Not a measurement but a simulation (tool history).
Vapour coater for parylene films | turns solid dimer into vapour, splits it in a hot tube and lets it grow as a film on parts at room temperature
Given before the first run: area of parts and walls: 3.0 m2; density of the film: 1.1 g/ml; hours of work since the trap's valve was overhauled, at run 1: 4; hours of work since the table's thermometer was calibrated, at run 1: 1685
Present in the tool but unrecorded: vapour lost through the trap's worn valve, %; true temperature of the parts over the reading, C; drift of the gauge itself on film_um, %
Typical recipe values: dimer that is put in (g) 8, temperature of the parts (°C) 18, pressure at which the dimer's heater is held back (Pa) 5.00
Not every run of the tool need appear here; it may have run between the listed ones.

run	hour	dimer that is put in (g)	temperature of the parts (°C)	pressure at which the dimer's heater is held back (Pa)	hours of work since the trap's valve was overhauled	hours of work since the table's thermometer was calibrated	thickness of the film (um)
1	0.0	8	18	5.00	4	1685	1.46
# hour 73.4: table's thermometer calibrated
2	73.4	8	18	11.07	48	0	1.30
3	133.8	8	18	11.07	84	37	1.31
4	188.0	8	18	11.07	117	69	1.32
5	256.1	8	18	7.76	158	111	1.37
6	317.6	8	18	7.76	196	148	1.37
7	371.9	4	18	5.00	228	181	0.73
8	427.5	4	18	5.00	262	214	0.73
9	499.2	8	26	5.00	305	258	1.03
10	551.5	8	26	5.00	337	289	1.01
11	632.9	8	26	5.00	386	338	1.01
12	677.8	12	26	5.00	413	366	1.55
13	747.2	12	26	5.00	456	408	1.55
14	785.4	8	18	5.00	479	431	1.46
15	826.2	8	18	5.00	503	455	1.47
16	896.4	8	18	10.20	546	498	1.33
17	944.6	8	18	10.20	575	527	1.33
18	1020.4	5	12	5.00	621	573	1.21
19	1056.0	8	26	8.72	642	594	0.97
# hour 1081.9: trap's valve overhauled
20	1138.5	6	24	8.72	34	642	0.78
21	1181.5	6	24	8.72	60	668	0.79
22	1251.7	10	18	5.00	103	710	1.84
23	1312.0	10	18	5.00	139	747	1.82
24	1384.6	10	18	5.00	183	791	1.85
25	1450.5	4	26	5.00	223	831	0.51
26	1532.1	4	26	5.00	272	880	0.50
27	1613.3	8	18	5.33	321	929	1.44
28	1655.8	8	18	4.71	347	955	1.49
29	1737.9	3	28	8.41	397	1005	0.34
30	1804.6	12	28	5.00	437	1045	1.42
31	1882.8	12	28	5.00	485	1092	1.40
32	1958.1	12	10	5.00	530	1138	3.10

Describe how what the log doesn't record of the tool's condition differs between the last listed run preceding each entry between runs and the first listed run following it.
Runs 1 to 2: table's thermometer calibrated (hour 73.4)
  vapour lost through the trap's worn valve, %: 0 -> 0.1; true temperature of the parts over the reading, C: -0.12 -> 0.01
Runs 19 to 20: trap's valve overhauled (hour 1081.9)
  vapour lost through the trap's worn valve, %: 0.8 -> 0.1
